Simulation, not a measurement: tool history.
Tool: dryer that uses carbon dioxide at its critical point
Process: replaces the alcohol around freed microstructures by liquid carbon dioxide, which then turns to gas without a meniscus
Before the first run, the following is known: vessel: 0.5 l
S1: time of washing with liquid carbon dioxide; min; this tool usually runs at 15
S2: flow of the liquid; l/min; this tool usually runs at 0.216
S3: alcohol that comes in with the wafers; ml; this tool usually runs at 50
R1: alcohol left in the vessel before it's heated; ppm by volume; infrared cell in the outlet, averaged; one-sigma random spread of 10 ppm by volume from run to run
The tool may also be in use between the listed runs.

Run 1, hour 0.0: usual settings. Result: R1 1262 ppm by volume.
At hour 18.5: inlet filter changed.
Run 2, hour 47.9: usual settings but S3 29 ml. Result: R1 451 ppm by volume.
Run 3, hour 104.2: usual settings but S3 35 ml. Result: R1 632 ppm by volume.
Run 4, hour 143.4: usual settings but S3 41 ml. Result: R1 786 ppm by volume.
Run 5, hour 195.8: usual settings but S3 41 ml. Result: R1 921 ppm by volume.
Run 6, hour 247.4: usual settings but S3 41 ml. Result: R1 1055 ppm by volume.
At hour 252.5: inlet filter changed.
Run 7, hour 290.7: usual settings but S3 41 ml. Result: R1 621 ppm by volume.
Run 8, hour 337.2: usual settings but S3 41 ml. Result: R1 711 ppm by volume.
Run 9, hour 385.9: usual settings but S3 41 ml. Result: R1 840 ppm by volume.
Run 10, hour 437.7: usual settings. Result: R1 1137 ppm by volume.
Run 11, hour 466.0: usual settings. Result: R1 1248 ppm by volume.
At hour 484.9: inlet filter changed.
Run 12, hour 493.3: usual settings. Result: R1 711 ppm by volume.
Run 13, hour 522.3: usual settings. Result: R1 765 ppm by volume.
Run 14, hour 559.2: usual settings. Result: R1 863 ppm by volume.
Run 15, hour 602.9: usual settings. Result: R1 941 ppm by volume.
Run 16, hour 644.1: usual settings. Result: R1 1082 ppm by volume.
At hour 669.7: purifier's bed changed.
Run 17, hour 688.7: usual settings. Result: R1 1104 ppm by volume.
At hour 721.5: inlet filter changed.
Run 18, hour 738.8: usual settings. Result: R1 667 ppm by volume.
Run 19, hour 784.5: usual settings but S2 0.361 l/min, S3 26 ml. Result: R1 31 ppm by volume.
Run 20, hour 838.7: usual settings but S2 0.361 l/min, S3 26 ml. Result: R1 27 ppm by volume.
Run 21, hour 868.7: usual settings but S1 12 min. Result: R1 2433 ppm by volume.
Run 22, hour 897.2: usual settings but S1 12 min. Result: R1 2627 ppm by volume.
Run 23, hour 925.7: usual settings but S1 9 min, S2 0.140 l/min, S3 25 ml. Result: R1 8824 ppm by volume.
At hour 952.7: inlet filter changed.
Run 24, hour 982.7: usual settings but S1 16 min, S2 0.202 l/min, S3 57 ml. Result: R1 814 ppm by volume.
Run 25, hour 1037.5: usual settings but S2 0.178 l/min, S3 72 ml. Result: R1 2733 ppm by volume.
Run 26, hour 1076.2: usual settings but S1 17 min, S3 118 ml. Result: R1 1186 ppm by volume.
Run 27, hour 1113.0: usual settings but S1 17 min, S3 118 ml. Result: R1 1338 ppm by volume.
Run 28, hour 1158.3: usual settings but S1 11 min, S2 0.151 l/min. Result: R1 10030 ppm by volume.
At hour 1186.3: inlet filter changed.
Run 29, hour 1202.2: usual settings but S1 11 min, S2 0.151 l/min. Result: R1 7548 ppm by volume.
Run 30, hour 1230.2: usual settings but S1 11 min, S2 0.147 l/min, S3 56 ml. Result: R1 9645 ppm by volume.
Run 31, hour 1270.6: usual settings but S1 13 min, S2 0.269 l/min. Result: R1 582 ppm by volume.
Run 32, hour 1326.3: usual settings but S1 13 min, S2 0.269 l/min. Result: R1 693 ppm by volume.

Run 33 is up next; what results do you expect?
Run 33, hour 1366.9: usual settings but S1 13 min, S2 0.269 l/min. Result: R1 ?.

{"run 33": {"R1": 813}}
Had the tool carried no hidden state, the very same run would have given R1 426 ppm by volume.
